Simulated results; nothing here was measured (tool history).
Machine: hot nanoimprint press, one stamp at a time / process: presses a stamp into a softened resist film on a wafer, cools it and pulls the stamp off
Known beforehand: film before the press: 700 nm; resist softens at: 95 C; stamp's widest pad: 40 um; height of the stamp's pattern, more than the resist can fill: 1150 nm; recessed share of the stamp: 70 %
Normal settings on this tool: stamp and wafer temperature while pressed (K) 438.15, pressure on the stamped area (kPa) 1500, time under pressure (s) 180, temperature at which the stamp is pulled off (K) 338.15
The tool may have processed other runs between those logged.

run	day	stamp and wafer temperature while pressed (K)	pressure on the stamped area (kPa)	time under pressure (s)	temperature at which the stamp is pulled off (K)	resist left under the stamp's widest pad (Å)	greatest force while the stamp is pulled off (N)
1	0	438.15	1500	180	338.15	3238	104
2	0.612	438.15	1500	180	339.15	3216	102
3	1.275	438.15	1500	180	339.15	3176	100
4	1.867	438.15	1500	180	338.15	3251	108
5	2.354	438.15	1500	180	338.15	3220	104
6	2.988	438.15	1500	180	337.15	3216	108
7	3.467	438.15	1500	180	343.15	3238	92
8	4.117	438.15	1280	180	338.15	3439	111
9	4.558	438.15	1280	180	338.15	3422	105
10	4.904	438.15	1280	180	338.15	3423	109
11	5.425	438.15	1500	180	343.15	3231	90
12	5.767	438.15	1500	180	343.15	3216	94
13	6.246	438.15	1500	180	343.15	3215	97
14	6.521	437.15	1500	180	338.15	3380	106
15	7.1	438.15	1500	92	338.15	4078	108
16	7.446	438.15	1550	180	338.15	3186	103
17	7.933	438.15	1820	180	338.15	2962	106
18	8.267	427.15	1500	231	342.15	5095	99
19	8.625	437.15	1500	93	336.15	4291	116
20	9.221	434.15	1240	306	342.15	3596	96
21	9.679	434.15	1240	306	342.15	3579	96
22	10.138	434.15	1240	306	342.15	3579	96
23	10.462	434.15	1240	306	342.15	3562	97
# day 10.946: plate thermocouple calibrated
24	11.108	430.15	930	268	335.15	4966	118
25	11.683	439.15	970	265	335.15	3134	118
26	12.217	433.15	1190	110	346.15	5099	86
27	12.854	432.15	1210	309	325.15	3997	142
28	13.479	432.15	1210	309	325.15	3993	144
29	13.862	431.15	1280	180	332.15	4885	122

Forecast each of these 5 alternatives for the next run:
A	14.329	448.15	1280	95	335.15	?	?
B	14.329	431.15	1200	180	326.15	?	?
C	14.329	432.15	2320	180	326.15	?	?
D	14.329	434.15	2180	180	334.15	?	?
E	14.329	438.15	1460	92	338.15	?	?

run	resist left under the stamp's widest pad (Å)	greatest force while the stamp is pulled off (N)
A	2615	117
B	4929	139
C	3734	143
D	3441	121
E	4085	107
Without the tool's hidden state the same runs would have given:
run	resist left under the stamp's widest pad (Å)	greatest force while the stamp is pulled off (N)
A	2613	116
B	4927	138
C	3731	142
D	3439	120
E	4084	106

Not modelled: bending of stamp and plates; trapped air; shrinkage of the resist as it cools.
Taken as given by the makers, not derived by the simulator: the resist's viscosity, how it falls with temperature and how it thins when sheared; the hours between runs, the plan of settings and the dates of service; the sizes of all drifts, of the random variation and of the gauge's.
